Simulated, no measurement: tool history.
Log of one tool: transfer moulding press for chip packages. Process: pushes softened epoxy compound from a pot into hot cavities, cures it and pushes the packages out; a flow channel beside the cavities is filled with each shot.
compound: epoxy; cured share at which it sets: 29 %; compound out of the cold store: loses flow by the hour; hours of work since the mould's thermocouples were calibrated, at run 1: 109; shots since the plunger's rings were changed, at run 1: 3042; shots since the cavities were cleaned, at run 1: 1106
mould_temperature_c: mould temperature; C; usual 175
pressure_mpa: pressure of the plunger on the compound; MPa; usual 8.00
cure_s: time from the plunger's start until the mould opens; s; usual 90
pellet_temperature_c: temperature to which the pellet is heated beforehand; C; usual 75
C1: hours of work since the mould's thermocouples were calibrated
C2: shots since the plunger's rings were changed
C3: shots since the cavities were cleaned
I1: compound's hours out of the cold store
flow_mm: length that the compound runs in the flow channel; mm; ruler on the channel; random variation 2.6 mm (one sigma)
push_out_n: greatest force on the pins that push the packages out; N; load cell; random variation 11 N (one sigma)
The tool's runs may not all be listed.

Run 1, hour 0.0: usual settings; C1 109; C2 3042; C3 1106; I1 21.6. Result: flow_mm 925 mm, push_out_n 514 N.
At hour 6.0: cavities cleaned with cleaning compound and waxed.
Run 2, hour 51.4: usual settings; C1 148; C2 3827; C3 715; I1 45.4. Result: flow_mm 858 mm, push_out_n 478 N.
At hour 78.1: plunger's sealing rings changed.
At hour 82.0: cavities cleaned with cleaning compound and waxed.
Run 3, hour 84.8: usual settings; C1 171; C2 83; C3 44; I1 27.1. Result: flow_mm 914 mm, push_out_n 518 N.
Run 4, hour 126.0: usual settings but pellet_temperature_c 74 C; C1 203; C2 732; C3 693; I1 24.8. Result: flow_mm 922 mm, push_out_n 510 N.
At hour 158.0: cavities cleaned with cleaning compound and waxed.
Run 5, hour 174.4: usual settings but pellet_temperature_c 66 C; C1 239; C2 1470; C3 259; I1 15.0. Result: flow_mm 950 mm, push_out_n 532 N.
Run 6, hour 224.0: usual settings but pellet_temperature_c 66 C; C1 278; C2 2251; C3 1040; I1 19.3. Result: flow_mm 937 mm, push_out_n 540 N.
At hour 232.4: cavities cleaned with cleaning compound and waxed.
Run 7, hour 272.6: usual settings but pellet_temperature_c 66 C; C1 315; C2 2992; C3 633; I1 38.7. Result: flow_mm 887 mm, push_out_n 540 N.
At hour 307.0: cavities cleaned with cleaning compound and waxed.
Run 8, hour 309.9: usual settings but pellet_temperature_c 66 C; C1 342; C2 3556; C3 47; I1 22.3. Result: flow_mm 924 mm, push_out_n 524 N.
Run 9, hour 335.1: usual settings but mould_temperature_c 172 C, pressure_mpa 8.01 MPa; C1 362; C2 3952; C3 443; I1 14.7. Result: flow_mm 956 mm, push_out_n 637 N.
At hour 352.2: plunger's sealing rings changed.
At hour 381.9: cavities cleaned with cleaning compound and waxed.
Run 10, hour 391.4: usual settings but mould_temperature_c 172 C, pressure_mpa 8.01 MPa; C1 403; C2 594; C3 150; I1 25.7. Result: flow_mm 928 mm, push_out_n 594 N.
Run 11, hour 426.9: usual settings but mould_temperature_c 172 C, pressure_mpa 8.01 MPa; C1 430; C2 1153; C3 709; I1 22.8. Result: flow_mm 935 mm, push_out_n 605 N.
At hour 455.6: cavities cleaned with cleaning compound and waxed.
Run 12, hour 463.7: usual settings but mould_temperature_c 172 C, pressure_mpa 8.01 MPa; C1 458; C2 1708; C3 127; I1 37.9. Result: flow_mm 889 mm, push_out_n 595 N.
Run 13, hour 488.6: usual settings but pellet_temperature_c 70 C; C1 477; C2 2100; C3 519; I1 21.3. Result: flow_mm 931 mm, push_out_n 548 N.
Run 14, hour 517.9: usual settings but pressure_mpa 6.09 MPa, cure_s 85 s, pellet_temperature_c 76 C; C1 500; C2 2562; C3 981; I1 21.3. Result: flow_mm 811 mm, push_out_n 565 N.
At hour 531.5: cavities cleaned with cleaning compound and waxed.
Run 15, hour 570.0: usual settings but cure_s 92 s; C1 539; C2 3357; C3 605; I1 35.7. Result: flow_mm 884 mm, push_out_n 502 N.

4 ways to go on from here, each from the tool as it stands after run 15. What would each give?
At hour 604.0: cavities cleaned with cleaning compound and waxed.
At hour 623.3: mould's thermocouples calibrated.
At hour 629.7: plunger's sealing rings changed.
Run A, hour 629.7: usual settings but mould_temperature_c 180 C, cure_s 106 s; C1 3; C2 0; C3 334; I1 32.2. Result: flow_mm ?, push_out_n ?.
At hour 604.0: cavities cleaned with cleaning compound and waxed.
At hour 623.3: mould's thermocouples calibrated.
At hour 629.7: plunger's sealing rings changed.
Run B, hour 629.7: usual settings but mould_temperature_c 178 C; C1 3; C2 0; C3 334; I1 17.3. Result: flow_mm ?, push_out_n ?.
At hour 604.0: cavities cleaned with cleaning compound and waxed.
At hour 623.3: mould's thermocouples calibrated.
At hour 629.7: plunger's sealing rings changed.
Run C, hour 629.7: usual settings but pressure_mpa 7.93 MPa; C1 3; C2 0; C3 334; I1 36.5. Result: flow_mm ?, push_out_n ?.
At hour 604.0: cavities cleaned with cleaning compound and waxed.
At hour 623.3: mould's thermocouples calibrated.
At hour 629.7: plunger's sealing rings changed.
Run D, hour 629.7: usual settings but pressure_mpa 9.88 MPa, cure_s 94 s; C1 3; C2 0; C3 334; I1 17.3. Result: flow_mm ?, push_out_n ?.

run  flow_mm  push_out_n
  A      889         429
  B      937         460
  C      885         520
  D     1053         494
Without the tool's hidden state the same runs would have given:
run  flow_mm  push_out_n
  A      889         423
  B      937         454
  C      885         514
  D     1053         488
